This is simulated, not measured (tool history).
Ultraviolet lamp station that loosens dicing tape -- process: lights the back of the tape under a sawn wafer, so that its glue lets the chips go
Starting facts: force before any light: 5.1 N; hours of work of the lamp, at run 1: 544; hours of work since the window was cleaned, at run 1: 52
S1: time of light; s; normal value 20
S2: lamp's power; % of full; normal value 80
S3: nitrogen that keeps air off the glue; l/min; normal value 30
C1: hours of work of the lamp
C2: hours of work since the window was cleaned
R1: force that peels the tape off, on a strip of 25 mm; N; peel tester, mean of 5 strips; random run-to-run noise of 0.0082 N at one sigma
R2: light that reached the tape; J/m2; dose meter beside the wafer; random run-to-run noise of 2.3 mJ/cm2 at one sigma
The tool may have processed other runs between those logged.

| run | day | S1 | S2 | S3 | C1 | C2 | R1 | R2 |
|---|---|---|---|---|---|---|---|---|
| 1 | 0 | 20 | 80 | 30 | 544 | 52 | 0.397 | 2170 |
| 2 | 0.967 | 20 | 80 | 30 | 554 | 62 | 0.389 | 2120 |
| 3 | 2.221 | 20 | 65 | 30 | 567 | 75 | 0.604 | 1720 |
| 4 | 3.629 | 30 | 80 | 30 | 581 | 89 | 0.184 | 3180 |
| 5 | 4.75 | 20 | 80 | 30 | 592 | 100 | 0.423 | 2100 |
| 6 | 5.825 | 20 | 80 | 30 | 603 | 111 | 0.426 | 2080 |
| 7 | 7.208 | 20 | 80 | 30 | 617 | 126 | 0.422 | 2080 |
| 8 | 8.488 | 20 | 80 | 30 | 630 | 138 | 0.445 | 2050 |
| 9 | 9.621 | 20 | 80 | 30 | 642 | 150 | 0.443 | 2080 |
| 10 | 10.821 | 11 | 80 | 45 | 654 | 162 | 1.006 | 1140 |
| 11 | 11.733 | 11 | 84 | 36 | 663 | 171 | 1.027 | 1160 |
| 12 | 12.721 | 39 | 93 | 24 | 673 | 182 | 0.148 | 4620 |
| 13 | 13.717 | 13 | 80 | 30 | 684 | 192 | 0.943 | 1310 |
| 14 | 14.633 | 11 | 88 | 17 | 693 | 201 | 1.443 | 1220 |
| 15 | 15.704 | 20 | 77 | 30 | 704 | 212 | 0.501 | 1890 |
| 16 | 16.396 | 11 | 80 | 26 | 711 | 219 | 1.335 | 1090 |
| 17 | 17.367 | 14 | 80 | 12 | 721 | 229 | 1.509 | 1380 |
| 18 | 18.692 | 14 | 82 | 27 | 734 | 242 | 0.918 | 1430 |

Some steps in R1 between neighbouring runs. How much of each would the tool show without its hidden state too (settings, what came in, random variation), and how much is left for the hidden state, with any gauge scatter that isn't in both results?
Hidden state present: lamp's light, % of a new lamp's; light that the window lets through, % of a clean one's; drift of the gauge itself on peel_n, %; drift of the gauge itself on dose_mj_cm2, %.
Run 11 -> 12: S1 11 -> 39, S2 84 -> 93, S3 36 -> 24. R1 -0.879 N: hidden state -0.209, all else -0.67.
Run 14 -> 15: S1 11 -> 20, S2 88 -> 77, S3 17 -> 30. R1 -0.942 N: hidden state -0.133, all else -0.809.
